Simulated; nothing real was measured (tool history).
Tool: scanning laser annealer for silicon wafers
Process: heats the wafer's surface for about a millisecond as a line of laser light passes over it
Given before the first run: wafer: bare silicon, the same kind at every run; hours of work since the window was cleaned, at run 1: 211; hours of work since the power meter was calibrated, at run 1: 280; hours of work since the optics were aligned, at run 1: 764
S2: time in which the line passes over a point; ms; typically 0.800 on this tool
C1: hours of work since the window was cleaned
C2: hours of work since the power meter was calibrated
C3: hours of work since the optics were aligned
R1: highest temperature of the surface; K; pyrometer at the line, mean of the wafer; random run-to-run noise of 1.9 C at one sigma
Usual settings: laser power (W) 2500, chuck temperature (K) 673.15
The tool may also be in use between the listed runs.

Run 1, hour 0.0: usual settings; C1 211; C2 280; C3 764. Result: R1 1421.15 K.
Run 2, hour 13.1: usual settings; C1 221; C2 290; C3 774. Result: R1 1421.15 K.
Run 3, hour 21.0: usual settings but laser power (W) 2533; C1 227; C2 296; C3 781. Result: R1 1434.15 K.
Run 4, hour 29.2: usual settings but chuck temperature (K) 651.15; C1 234; C2 303; C3 787. Result: R1 1396.15 K.
Run 5, hour 42.9: usual settings but chuck temperature (K) 651.15; C1 245; C2 313; C3 798. Result: R1 1395.15 K.
Run 6, hour 52.3: usual settings but chuck temperature (K) 692.15; C1 252; C2 321; C3 805. Result: R1 1437.15 K.
Run 7, hour 59.2: usual settings but S2 0.661 ms, chuck temperature (K) 692.15; C1 257; C2 326; C3 810. Result: R1 1378.15 K.
Run 8, hour 69.6: usual settings; C1 265; C2 334; C3 819. Result: R1 1417.15 K.
Run 9, hour 82.0: usual settings; C1 275; C2 344; C3 828. Result: R1 1416.15 K.
Run 10, hour 94.7: usual settings; C1 285; C2 354; C3 838. Result: R1 1416.15 K.
Run 11, hour 102.3: usual settings; C1 291; C2 360; C3 844. Result: R1 1416.15 K.
Run 12, hour 112.0: usual settings; C1 298; C2 367; C3 852. Result: R1 1414.15 K.
At hour 117.4: window over the wafer cleaned.
Run 13, hour 127.9: usual settings; C1 8; C2 378; C3 862. Result: R1 1436.15 K.
Run 14, hour 134.0: usual settings; C1 13; C2 383; C3 867. Result: R1 1433.15 K.
Run 15, hour 141.7: usual settings; C1 19; C2 389; C3 873. Result: R1 1437.15 K.
Run 16, hour 155.5: usual settings; C1 30; C2 400; C3 884. Result: R1 1438.15 K.
Run 17, hour 161.5: usual settings but laser power (W) 2560, S2 0.661 ms, chuck temperature (K) 686.15; C1 34; C2 404; C3 889. Result: R1 1405.15 K.
Run 18, hour 169.6: usual settings but laser power (W) 2532, S2 0.851 ms, chuck temperature (K) 654.15; C1 41; C2 411; C3 895. Result: R1 1443.15 K.
Run 19, hour 180.3: usual settings but laser power (W) 2532, S2 0.869 ms, chuck temperature (K) 676.15; C1 49; C2 419; C3 903. Result: R1 1477.15 K.
Run 20, hour 193.7: usual settings but laser power (W) 2740, S2 0.796 ms, chuck temperature (K) 692.15; C1 59; C2 429; C3 914. Result: R1 1534.15 K.
Run 21, hour 200.5: usual settings but laser power (W) 2740, S2 0.796 ms, chuck temperature (K) 692.15; C1 65; C2 435; C3 919. Result: R1 1534.15 K.
Run 22, hour 212.3: usual settings but laser power (W) 2433, chuck temperature (K) 679.15; C1 74; C2 444; C3 928. Result: R1 1417.15 K.
Run 23, hour 222.3: usual settings but laser power (W) 2433, chuck temperature (K) 679.15; C1 82; C2 452; C3 936. Result: R1 1411.15 K.
Run 24, hour 232.9: usual settings but laser power (W) 2433, chuck temperature (K) 679.15; C1 90; C2 460; C3 944. Result: R1 1411.15 K.
Run 25, hour 242.4: usual settings but laser power (W) 2433, chuck temperature (K) 679.15; C1 97; C2 467; C3 952. Result: R1 1414.15 K.
Run 26, hour 249.1: usual settings but laser power (W) 2453, S2 0.751 ms, chuck temperature (K) 694.15; C1 103; C2 473; C3 957. Result: R1 1415.15 K.
Run 27, hour 259.1: usual settings but laser power (W) 2576; C1 111; C2 480; C3 965. Result: R1 1456.15 K.

Entry by entry between the runs, the difference in hidden state between the last listed run before and the first listed run after:
In the gap between runs 12 and 13: window over the wafer cleaned (hour 117.4)
  light that passes the window, % of a clean one's: 97.33 -> 99.8; laser's true power over the reading, %: 0.28 -> 0.29; width of the line over the set one, %: 1.99 -> 2.01
  measured minus no-state result, R1: -31.00 -> -10.00 K
